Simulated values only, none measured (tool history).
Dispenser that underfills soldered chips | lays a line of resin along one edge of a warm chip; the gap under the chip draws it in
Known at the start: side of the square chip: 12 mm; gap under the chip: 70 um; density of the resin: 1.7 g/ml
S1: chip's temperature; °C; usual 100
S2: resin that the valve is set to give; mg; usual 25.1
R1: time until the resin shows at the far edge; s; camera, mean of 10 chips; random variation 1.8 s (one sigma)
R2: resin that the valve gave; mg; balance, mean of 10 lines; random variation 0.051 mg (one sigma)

run   hour   S1    S2     R1     R2
  1    0.0  100  25.1  242.5  24.93
       4.5  -- new syringe of resin
  2    6.9  100  25.1  197.9  24.92
  3   14.9  100  25.1  263.2  24.88
      17.7  -- new syringe of resin
  4   22.9  100  24.6  219.2  24.40
  5   29.3  110  25.1  207.0  24.70
      30.8  -- new syringe of resin
  6   35.7  110  25.1  164.0  24.68
  7   42.6  100  27.4  274.8  26.98
      44.1  -- new syringe of resin
  8   51.2  100  27.4  231.3  26.95
      55.2  -- dispensing valve cleaned and set on the balance
  9   56.0  100  27.4  260.2  27.41
      58.2  -- new syringe of resin
 10   60.9  100  27.4  192.2  27.33
 11   68.7  100  27.4  260.2  27.33
      71.5  -- new syringe of resin
 12   75.5  100  27.4  205.1  27.22
 13   82.3  100  22.3  273.3  22.09
      84.5  -- new syringe of resin
 14   88.6  100  22.3  212.9  22.03
 15   97.0  100  28.9  271.0  28.50
      97.9  -- new syringe of resin
 16  104.5  112  24.6  165.7  24.14
     111.2  -- new syringe of resin
 17  111.4  112  24.6  133.8  24.23
 18  117.8  113  25.1  157.7  24.57
 19  121.4  113  25.1  180.6  24.49
     124.4  -- new syringe of resin
     126.2  -- dispensing valve cleaned and set on the balance
 20  131.0   87  25.1  309.2  25.06
     138.4  -- new syringe of resin
 21  138.8   88  23.1  255.8  22.96
 22  144.4   88  23.1  308.7  22.90
 23  148.0   99  23.8  256.1  23.60
     151.8  -- new syringe of resin
 24  156.6   99  23.8  216.0  23.56
 25  163.7  111  25.1  194.1  24.88
     165.3  -- new syringe of resin
 26  170.0  111  25.1  158.4  24.85
 27  177.2   89  22.2  381.4  21.83
     178.5  -- new syringe of resin
 28  184.4   89  26.6  298.1  26.20
     191.8  -- new syringe of resin
 29  192.0   86  28.1  259.7  27.62
     196.8  -- dispensing valve cleaned and set on the balance
 30  198.5   86  28.1  312.5  28.05

Hidden state or all else? Some run-to-run changes of R1, split into what the settings, what came in and random variation would give without the hidden state, and what is left for the hidden state (with any gauge scatter that isn't in both results):
The hidden state here: resin's viscosity, % of fresh resin's; dose that the valve gives, % of what is set; true chip temperature over the reading, C; drift of the gauge itself on fill_s, %; drift of the gauge itself on given_mg, %.
Run 6 -> 7: S1 110 -> 100, S2 25.1 -> 27.4. R1 +110.8 s: hidden state +67.5, all else +43.3.
Run 19 -> 20: S1 113 -> 87, new syringe of resin, dispensing valve cleaned and set on the balance. R1 +128.6 s: hidden state -1.5, all else +130.1.
Run 26 -> 27: S1 111 -> 89, S2 25.1 -> 22.2. R1 +223.0 s: hidden state +105.4, all else +117.6.
Run 27 -> 28: S2 22.2 -> 26.6, new syringe of resin. R1 -83.3 s: hidden state -73.3, all else -10.0.

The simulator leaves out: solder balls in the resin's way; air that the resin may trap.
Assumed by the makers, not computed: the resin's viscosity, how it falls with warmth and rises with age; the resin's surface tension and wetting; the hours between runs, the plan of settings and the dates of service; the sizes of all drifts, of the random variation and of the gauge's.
